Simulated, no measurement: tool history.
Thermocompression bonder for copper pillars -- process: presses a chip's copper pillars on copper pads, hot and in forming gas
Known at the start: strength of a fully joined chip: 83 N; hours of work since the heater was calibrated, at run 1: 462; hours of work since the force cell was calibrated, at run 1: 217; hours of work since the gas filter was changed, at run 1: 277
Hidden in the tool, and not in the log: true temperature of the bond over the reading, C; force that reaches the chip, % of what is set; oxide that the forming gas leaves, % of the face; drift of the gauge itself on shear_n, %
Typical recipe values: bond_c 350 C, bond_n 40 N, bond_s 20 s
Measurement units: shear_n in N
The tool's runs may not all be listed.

run,day,bond_c,bond_n,bond_s,hours of work since the heater was calibrated,hours of work since the force cell was calibrated,hours of work since the gas filter was changed,shear_n
1,0,350,40,20,462,217,277,58.1
2,0.471,350,40,20,468,223,283,58.2
3,1.067,350,40,20,474,229,289,58
4,1.496,350,43,20,479,234,294,60.7
5,1.871,350,31,20,484,239,299,49.2
6,2.167,350,40,21,487,242,302,58.7
7,2.521,350,40,20,491,246,306,58
8,2.971,350,40,20,496,251,311,58
9,3.612,350,40,20,504,258,318,58.1
10,4.004,350,57,20,508,263,323,68.9
11,4.312,350,57,20,511,266,326,69.1
12,4.892,350,57,20,518,273,333,69
13,5.55,338,40,20,526,281,341,53.9
14,6.071,350,40,20,532,286,347,57.9
15,6.633,350,40,20,538,293,353,58
16,6.95,350,37,14,542,297,357,49.9
17,7.238,350,37,14,545,300,360,49.9
18,7.792,337,51,15,551,306,366,57.8
19,8.183,354,60,31,556,311,371,74.6
20,8.754,379,44,35,562,317,377,74
21,9.121,379,44,35,566,321,381,74.2
22,9.779,379,35,35,574,329,389,69

What will run 23 give?
23,10.308,345,59,20,580,335,395,?

For run 23 the tool returned shear_n 68.2 N.
Minus the tool's unlogged condition, the same run would have read shear_n 69.7 N.
